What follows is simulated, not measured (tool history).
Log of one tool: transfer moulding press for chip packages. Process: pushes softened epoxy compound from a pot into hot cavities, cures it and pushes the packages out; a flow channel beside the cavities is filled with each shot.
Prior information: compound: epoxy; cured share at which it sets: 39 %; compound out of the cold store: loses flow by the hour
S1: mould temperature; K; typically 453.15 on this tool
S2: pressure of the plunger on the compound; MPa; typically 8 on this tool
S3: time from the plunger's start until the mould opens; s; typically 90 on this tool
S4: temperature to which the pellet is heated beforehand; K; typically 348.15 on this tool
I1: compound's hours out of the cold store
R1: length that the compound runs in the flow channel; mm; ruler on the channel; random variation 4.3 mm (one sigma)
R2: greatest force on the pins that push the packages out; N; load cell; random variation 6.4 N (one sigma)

run 1 day=0 | S1=453.15 S2=8 S3=90 S4=348.15 | I1=44.3 | R1=788 R2=330
-- day=1.329 cavities cleaned with cleaning compound and waxed
run 2 day=3.342 | S1=453.15 S2=8 S3=90 S4=348.15 | I1=16.4 | R1=835 R2=373
-- day=4.712 cavities cleaned with cleaning compound and waxed
-- day=5.429 plunger's sealing rings changed
run 3 day=6.283 | S1=453.15 S2=8 S3=90 S4=348.15 | I1=44.5 | R1=851 R2=339
-- day=8.079 cavities cleaned with cleaning compound and waxed
run 4 day=10.05 | S1=453.15 S2=8 S3=90 S4=348.15 | I1=14.5 | R1=904 R2=386
-- day=11.496 cavities cleaned with cleaning compound and waxed
run 5 day=12.992 | S1=453.15 S2=8 S3=92 S4=348.15 | I1=20.7 | R1=877 R2=355
-- day=14.788 cavities cleaned with cleaning compound and waxed
run 6 day=14.788 | S1=453.15 S2=8 S3=90 S4=339.15 | I1=42.2 | R1=814 R2=284
-- day=18.192 cavities cleaned with cleaning compound and waxed
run 7 day=18.192 | S1=456.15 S2=8 S3=90 S4=348.15 | I1=29.8 | R1=812 R2=242
run 8 day=21.325 | S1=456.15 S2=8 S3=90 S4=348.15 | I1=24.7 | R1=813 R2=328
-- day=21.667 cavities cleaned with cleaning compound and waxed
run 9 day=23.517 | S1=456.15 S2=8 S3=90 S4=348.15 | I1=17.4 | R1=813 R2=291
-- day=24.375 plunger's sealing rings changed
-- day=25.096 cavities cleaned with cleaning compound and waxed
run 10 day=26.612 | S1=456.15 S2=8 S3=90 S4=348.15 | I1=34.3 | R1=858 R2=281
-- day=28.425 cavities cleaned with cleaning compound and waxed
-- day=29.717 mould's thermocouples calibrated
run 11 day=29.717 | S1=456.15 S2=8 S3=90 S4=348.15 | I1=21.1 | R1=873 R2=307
-- day=32.046 cavities cleaned with cleaning compound and waxed
run 12 day=32.383 | S1=456.15 S2=8 S3=90 S4=348.15 | I1=8 | R1=900 R2=252
run 13 day=33.925 | S1=453.15 S2=8 S3=90 S4=348.15 | I1=14.6 | R1=890 R2=409
-- day=35.396 cavities cleaned with cleaning compound and waxed
run 14 day=36.942 | S1=453.15 S2=8 S3=90 S4=348.15 | I1=14.1 | R1=866 R2=411
-- day=37.45 mould's thermocouples calibrated, once more
-- day=38.858 cavities cleaned with cleaning compound and waxed
run 15 day=40.05 | S1=458.15 S2=8 S3=90 S4=348.15 | I1=44.3 | R1=767 R2=248
-- day=42.179 cavities cleaned with cleaning compound and waxed
run 16 day=42.95 | S1=446.15 S2=8.1 S3=117 S4=356.15 | I1=11 | R1=869 R2=301
-- day=43.396 plunger's sealing rings changed
-- day=45.683 cavities cleaned with cleaning compound and waxed
run 17 day=46.075 | S1=446.15 S2=7.71 S3=101 S4=358.15 | I1=15 | R1=929 R2=401
run 18 day=47.688 | S1=453.15 S2=8.88 S3=73 S4=348.15 | I1=13.6 | R1=951 R2=641
-- day=49.042 cavities cleaned with cleaning compound and waxed
run 19 day=50.233 | S1=453.15 S2=8.88 S3=73 S4=348.15 | I1=40.9 | R1=881 R2=554
-- day=52.45 cavities cleaned with cleaning compound and waxed
run 20 day=53.154 | S1=453.15 S2=6.86 S3=123 S4=356.15 | I1=33.2 | R1=772 R2=198
-- day=55.988 cavities cleaned with cleaning compound and waxed
run 21 day=56.121 | S1=448.15 S2=8.96 S3=118 S4=339.15 | I1=10.5 | R1=954 R2=243
run 22 day=58.629 | S1=448.15 S2=8.96 S3=118 S4=339.15 | I1=16.8 | R1=913 R2=322
-- day=59.367 cavities cleaned with cleaning compound and waxed
run 23 day=60.292 | S1=461.15 S2=6.58 S3=115 S4=350.15 | I1=13.4 | R1=738 R2=203
-- day=62.317 plunger's sealing rings changed
-- day=62.829 cavities cleaned with cleaning compound and waxed
run 24 day=63.812 | S1=460.15 S2=9.92 S3=90 S4=348.15 | I1=41.1 | R1=918 R2=229
-- day=66.15 cavities cleaned with cleaning compound and waxed
-- day=67.167 mould's thermocouples calibrated
run 25 day=67.546 | S1=461.15 S2=9.18 S3=105 S4=356.15 | I1=39 | R1=874 R2=207
run 26 day=69.317 | S1=447.15 S2=8.3 S3=90 S4=348.15 | I1=39.8 | R1=859 R2=601
-- day=69.604 cavities cleaned with cleaning compound and waxed
run 27 day=70.992 | S1=451.15 S2=8.87 S3=120 S4=345.15 | I1=30.2 | R1=898 R2=235
-- day=73.175 cavities cleaned with cleaning compound and waxed
run 28 day=73.358 | S1=455.15 S2=6.75 S3=92 S4=355.15 | I1=14 | R1=799 R2=243

What if the next run were any one of these 3? Each begins from the tool's condition after run 28:
run A day=75.271 | S1=452.15 S2=6.47 S3=82 S4=348.15 | I1=14.1 | R1=? R2=?
run B day=75.271 | S1=453.15 S2=8.9 S3=90 S4=341.15 | I1=9.4 | R1=? R2=?
run C day=75.271 | S1=453.15 S2=7.47 S3=90 S4=353.15 | I1=38 | R1=? R2=?

run=A R1=779 R2=526
run=B R1=924 R2=398
run=C R1=778 R2=345
Had the tool no hidden state, the same runs would have come out as:
run=A R1=840 R2=387
run=B R1=997 R2=295
run=C R1=839 R2=254
